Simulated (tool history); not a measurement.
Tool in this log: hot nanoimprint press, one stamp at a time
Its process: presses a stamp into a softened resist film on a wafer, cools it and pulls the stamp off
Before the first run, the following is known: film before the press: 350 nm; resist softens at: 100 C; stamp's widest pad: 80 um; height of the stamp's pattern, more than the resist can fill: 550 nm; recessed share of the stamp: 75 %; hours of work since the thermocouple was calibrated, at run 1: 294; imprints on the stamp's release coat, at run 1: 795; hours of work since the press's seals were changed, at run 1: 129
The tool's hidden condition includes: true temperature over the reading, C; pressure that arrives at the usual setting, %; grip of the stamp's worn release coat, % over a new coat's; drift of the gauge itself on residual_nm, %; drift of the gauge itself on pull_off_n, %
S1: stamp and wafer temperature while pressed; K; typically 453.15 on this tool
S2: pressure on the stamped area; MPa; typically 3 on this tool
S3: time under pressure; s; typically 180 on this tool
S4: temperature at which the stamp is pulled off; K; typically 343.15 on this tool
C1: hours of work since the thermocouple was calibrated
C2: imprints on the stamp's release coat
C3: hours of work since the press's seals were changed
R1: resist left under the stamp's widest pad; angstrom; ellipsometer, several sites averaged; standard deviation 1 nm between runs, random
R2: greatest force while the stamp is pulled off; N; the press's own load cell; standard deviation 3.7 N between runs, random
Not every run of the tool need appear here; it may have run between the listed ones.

| run | hour | S1 | S2 | S3 | S4 | C1 | C2 | C3 | R1 | R2 |
|---|---|---|---|---|---|---|---|---|---|---|
| 1 | 0 | 453.15 | 3 | 180 | 343.15 | 294 | 795 | 129 | 1518 | 214 |
| 2 | 13.9 | 453.15 | 3 | 180 | 343.15 | 303 | 844 | 138 | 1549 | 215 |
| 3 | 31.2 | 453.15 | 3 | 180 | 343.15 | 314 | 907 | 149 | 1520 | 219 |
| 4 | 39.1 | 453.15 | 3 | 180 | 343.15 | 319 | 935 | 154 | 1513 | 223 |
| 5 | 52 | 453.15 | 3 | 180 | 343.15 | 328 | 982 | 163 | 1520 | 224 |
| 6 | 70.3 | 449.15 | 3 | 180 | 343.15 | 340 | 1047 | 175 | 1817 | 217 |
| 7 | 83.8 | 449.15 | 3 | 180 | 343.15 | 349 | 1096 | 183 | 1819 | 219 |
| 8 | 100.6 | 449.15 | 3 | 180 | 343.15 | 359 | 1156 | 194 | 1814 | 223 |
| 9 | 112.5 | 449.15 | 3 | 180 | 343.15 | 367 | 1199 | 202 | 1807 | 229 |
| 10 | 125.7 | 454.15 | 2.25 | 180 | 343.15 | 376 | 1246 | 211 | 1687 | 220 |
| 11 | 133.4 | 454.15 | 2.25 | 180 | 343.15 | 381 | 1274 | 216 | 1681 | 232 |
| 12 | 148.9 | 450.15 | 2.15 | 159 | 335.15 | 391 | 1330 | 226 | 2111 | 271 |
|  | 159.8 | plate thermocouple calibrated |
| 13 | 160.1 | 450.15 | 2.15 | 159 | 335.15 | 0 | 1359 | 231 | 2003 | 263 |
| 14 | 176.7 | 456.15 | 3.4 | 205 | 333.15 | 11 | 1419 | 242 | 1172 | 284 |
| 15 | 191.9 | 456.15 | 3.4 | 205 | 333.15 | 21 | 1474 | 252 | 1163 | 286 |
| 16 | 204.6 | 453.15 | 3 | 341 | 336.15 | 29 | 1519 | 260 | 1163 | 277 |
| 17 | 218.1 | 453.15 | 3 | 341 | 336.15 | 38 | 1568 | 269 | 1158 | 271 |

Run 18 is up next; what results do you expect?
| 18 | 226.8 | 453.15 | 2.05 | 341 | 336.15 | 44 | 1599 | 274 | ? | ? |

R1: 1423 angstrom
R2: 289 N
Without the tool's hidden state the same run would have given R1 1403 angstrom, R2 215 N.
